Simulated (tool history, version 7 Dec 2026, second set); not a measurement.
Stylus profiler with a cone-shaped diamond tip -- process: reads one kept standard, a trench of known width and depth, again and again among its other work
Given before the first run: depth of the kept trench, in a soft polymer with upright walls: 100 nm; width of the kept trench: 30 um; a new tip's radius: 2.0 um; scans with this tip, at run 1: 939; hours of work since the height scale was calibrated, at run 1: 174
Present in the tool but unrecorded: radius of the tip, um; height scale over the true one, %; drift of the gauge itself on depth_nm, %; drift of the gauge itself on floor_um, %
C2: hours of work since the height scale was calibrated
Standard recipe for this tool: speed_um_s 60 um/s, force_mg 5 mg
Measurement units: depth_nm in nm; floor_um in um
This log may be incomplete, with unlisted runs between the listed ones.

{"run": 1, "hour": 0.0, "speed_um_s": 60, "force_mg": 5, "scans with this tip": 939, "C2": 174, "depth_nm": 102.11, "floor_um": 28.57}
{"run": 2, "hour": 43.4, "speed_um_s": 60, "force_mg": 5, "scans with this tip": 1043, "C2": 193, "depth_nm": 102.11, "floor_um": 28.53}
{"run": 3, "hour": 67.5, "speed_um_s": 18, "force_mg": 5, "scans with this tip": 1101, "C2": 204, "depth_nm": 102.21, "floor_um": 28.67}
{"run": 4, "hour": 86.9, "speed_um_s": 60, "force_mg": 5, "scans with this tip": 1148, "C2": 213, "depth_nm": 102.09, "floor_um": 28.55}
{"run": 5, "hour": 108.6, "speed_um_s": 60, "force_mg": 5, "scans with this tip": 1200, "C2": 222, "depth_nm": 102.14, "floor_um": 28.55}
{"run": 6, "hour": 129.5, "speed_um_s": 60, "force_mg": 5, "scans with this tip": 1251, "C2": 232, "depth_nm": 102.18, "floor_um": 28.52}
{"run": 7, "hour": 156.1, "speed_um_s": 60, "force_mg": 5, "scans with this tip": 1315, "C2": 244, "depth_nm": 102.19, "floor_um": 28.54}
{"run": 8, "hour": 189.8, "speed_um_s": 60, "force_mg": 5.01, "scans with this tip": 1396, "C2": 259, "depth_nm": 102.07, "floor_um": 28.6}
{"run": 9, "hour": 227.8, "speed_um_s": 60, "force_mg": 5, "scans with this tip": 1487, "C2": 275, "depth_nm": 102.16, "floor_um": 28.52}
{"run": 10, "hour": 257.3, "speed_um_s": 60, "force_mg": 5, "scans with this tip": 1558, "C2": 289, "depth_nm": 102.12, "floor_um": 28.52}
{"run": 11, "hour": 279.2, "speed_um_s": 51, "force_mg": 1.77, "scans with this tip": 1611, "C2": 298, "depth_nm": 101.19, "floor_um": 28.49}
{"run": 12, "hour": 307.1, "speed_um_s": 51, "force_mg": 1.77, "scans with this tip": 1678, "C2": 311, "depth_nm": 101.17, "floor_um": 28.52}
{"run": 13, "hour": 337.2, "speed_um_s": 54, "force_mg": 2.21, "scans with this tip": 1750, "C2": 324, "depth_nm": 101.28, "floor_um": 28.49}
{"run": 14, "hour": 372.2, "speed_um_s": 21, "force_mg": 5.4, "scans with this tip": 1835, "C2": 340, "depth_nm": 102.28, "floor_um": 28.58}
{"run": 15, "hour": 394.6, "speed_um_s": 21, "force_mg": 5.4, "scans with this tip": 1889, "C2": 350, "depth_nm": 102.33, "floor_um": 28.6}
{"run": 16, "hour": 418.9, "speed_um_s": 21, "force_mg": 2.16, "scans with this tip": 1947, "C2": 361, "depth_nm": 101.26, "floor_um": 28.57}
{"run": 17, "hour": 463.1, "speed_um_s": 21, "force_mg": 5.67, "scans with this tip": 2053, "C2": 380, "depth_nm": 102.43, "floor_um": 28.6}
{"run": 18, "hour": 481.1, "speed_um_s": 19, "force_mg": 1.83, "scans with this tip": 2097, "C2": 388, "depth_nm": 101.2, "floor_um": 28.58}
{"run": 19, "hour": 521.9, "speed_um_s": 33, "force_mg": 13.76, "scans with this tip": 2195, "C2": 407, "depth_nm": 104.17, "floor_um": 28.62}
{"run": 20, "hour": 548.2, "speed_um_s": 33, "force_mg": 13.76, "scans with this tip": 2258, "C2": 418, "depth_nm": 104.24, "floor_um": 28.56}

Measured result minus the same run's result without the hidden state. Both carry the same run-to-run variation, though not necessarily the same gauge scatter:
run=1 depth_nm=+0.08 floor_um=-0.06
run=2 depth_nm=+0.09 floor_um=-0.07
run=3 depth_nm=+0.09 floor_um=-0.08
run=4 depth_nm=+0.1 floor_um=-0.08
run=5 depth_nm=+0.11 floor_um=-0.07
run=6 depth_nm=+0.11 floor_um=-0.08
run=7 depth_nm=+0.12 floor_um=-0.08
run=8 depth_nm=+0.12 floor_um=-0.08
run=9 depth_nm=+0.12 floor_um=-0.09
run=10 depth_nm=+0.13 floor_um=-0.09
run=11 depth_nm=+0.13 floor_um=-0.1
run=12 depth_nm=+0.13 floor_um=-0.1
run=13 depth_nm=+0.14 floor_um=-0.1
run=14 depth_nm=+0.15 floor_um=-0.11
run=15 depth_nm=+0.15 floor_um=-0.11
run=16 depth_nm=+0.16 floor_um=-0.11
run=17 depth_nm=+0.16 floor_um=-0.11
run=18 depth_nm=+0.16 floor_um=-0.11
run=19 depth_nm=+0.18 floor_um=-0.12
run=20 depth_nm=+0.18 floor_um=-0.12
